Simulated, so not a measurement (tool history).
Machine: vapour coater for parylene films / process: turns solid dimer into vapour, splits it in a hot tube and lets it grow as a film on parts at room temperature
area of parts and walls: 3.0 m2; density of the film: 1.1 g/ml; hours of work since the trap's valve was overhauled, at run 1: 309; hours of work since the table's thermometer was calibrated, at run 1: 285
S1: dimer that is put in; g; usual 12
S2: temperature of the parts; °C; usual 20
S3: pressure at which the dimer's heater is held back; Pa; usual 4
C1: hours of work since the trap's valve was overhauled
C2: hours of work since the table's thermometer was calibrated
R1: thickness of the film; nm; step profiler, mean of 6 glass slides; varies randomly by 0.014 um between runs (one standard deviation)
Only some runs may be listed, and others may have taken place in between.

Run 1, hour 0: usual settings; C1 309; C2 285. Result: R1 2050 nm.
Run 2, hour 20.8: usual settings; C1 324; C2 301. Result: R1 2020 nm.
At hour 46.9: trap's valve overhauled.
Run 3, hour 52: usual settings; C1 4; C2 322. Result: R1 1980 nm.
Run 4, hour 73.9: usual settings; C1 20; C2 338. Result: R1 1980 nm.
Run 5, hour 93.8: usual settings; C1 35; C2 353. Result: R1 1960 nm.
Run 6, hour 121.8: usual settings; C1 57; C2 375. Result: R1 1970 nm.
Run 7, hour 146.9: usual settings; C1 76; C2 394. Result: R1 1940 nm.
Run 8, hour 161.3: usual settings but S3 6.87 Pa; C1 87; C2 405. Result: R1 1860 nm.
Run 9, hour 177: usual settings but S3 6.87 Pa; C1 98; C2 416. Result: R1 1850 nm.
At hour 185.5: trap's valve overhauled, once more.
Run 10, hour 199.1: usual settings but S1 22 g, S3 6.87 Pa; C1 10; C2 430. Result: R1 3820 nm.
Run 11, hour 212.7: usual settings; C1 21; C2 440. Result: R1 2190 nm.
Run 12, hour 225.6: usual settings but S1 18 g; C1 30; C2 450. Result: R1 3260 nm.
Run 13, hour 239.2: usual settings but S1 18 g; C1 41; C2 460. Result: R1 3260 nm.
Run 14, hour 251.8: usual settings but S1 16 g; C1 50; C2 470. Result: R1 2880 nm.
Run 15, hour 278.9: usual settings but S1 18 g, S3 2.63 Pa; C1 71; C2 491. Result: R1 3330 nm.
Run 16, hour 296: usual settings but S1 6 g, S2 17 °C, S3 5.64 Pa; C1 84; C2 503. Result: R1 1190 nm.
Run 17, hour 308.2: usual settings but S1 7 g, S2 16 °C, S3 8.17 Pa; C1 93; C2 513. Result: R1 1380 nm.
Run 18, hour 321.7: usual settings but S1 7 g, S2 16 °C, S3 8.17 Pa; C1 103; C2 523. Result: R1 1390 nm.
Run 19, hour 347.9: usual settings but S1 8 g, S3 4.15 Pa; C1 123; C2 543. Result: R1 1420 nm.
Run 20, hour 361: usual settings but S1 11 g, S2 28 °C, S3 3.29 Pa; C1 133; C2 553. Result: R1 1400 nm.
Run 21, hour 379.5: usual settings but S1 10 g, S3 9.34 Pa; C1 147; C2 567. Result: R1 1660 nm.
Run 22, hour 401.7: usual settings but S1 10 g, S2 25 °C, S3 3.01 Pa; C1 164; C2 583. Result: R1 1480 nm.
Run 23, hour 424.7: usual settings but S1 10 g, S2 25 °C, S3 3.01 Pa; C1 181; C2 601. Result: R1 1470 nm.
Run 24, hour 446.2: usual settings but S1 10 g, S2 25 °C, S3 3.01 Pa; C1 197; C2 617. Result: R1 1450 nm.
Run 25, hour 470.9: usual settings but S1 10 g, S2 25 °C, S3 3.01 Pa; C1 216; C2 636. Result: R1 1460 nm.

Some steps in R1, run to run, broken into two amounts with sign: the step expected even without the hidden condition (settings, incoming material, random variation), and the rest, left for the hidden condition together with whatever gauge scatter is not in both the measured and the hidden-condition-free result:
Unlogged tool condition in this case: vapour lost through the trap's worn valve, %; true temperature of the parts over the reading, C; drift of the gauge itself on film_um, %.
Run 2 -> 3: trap's valve overhauled. R1 -40 nm: hidden state -50, all else +10.
Run 9 -> 10: S1 12 -> 22, trap's valve overhauled, once more. R1 +1970 nm: hidden state +250, all else +1720.
Run 15 -> 16: S1 18 -> 6, S2 20 -> 17, S3 2.63 -> 5.64. R1 -2140 nm: hidden state +0, all else -2140.

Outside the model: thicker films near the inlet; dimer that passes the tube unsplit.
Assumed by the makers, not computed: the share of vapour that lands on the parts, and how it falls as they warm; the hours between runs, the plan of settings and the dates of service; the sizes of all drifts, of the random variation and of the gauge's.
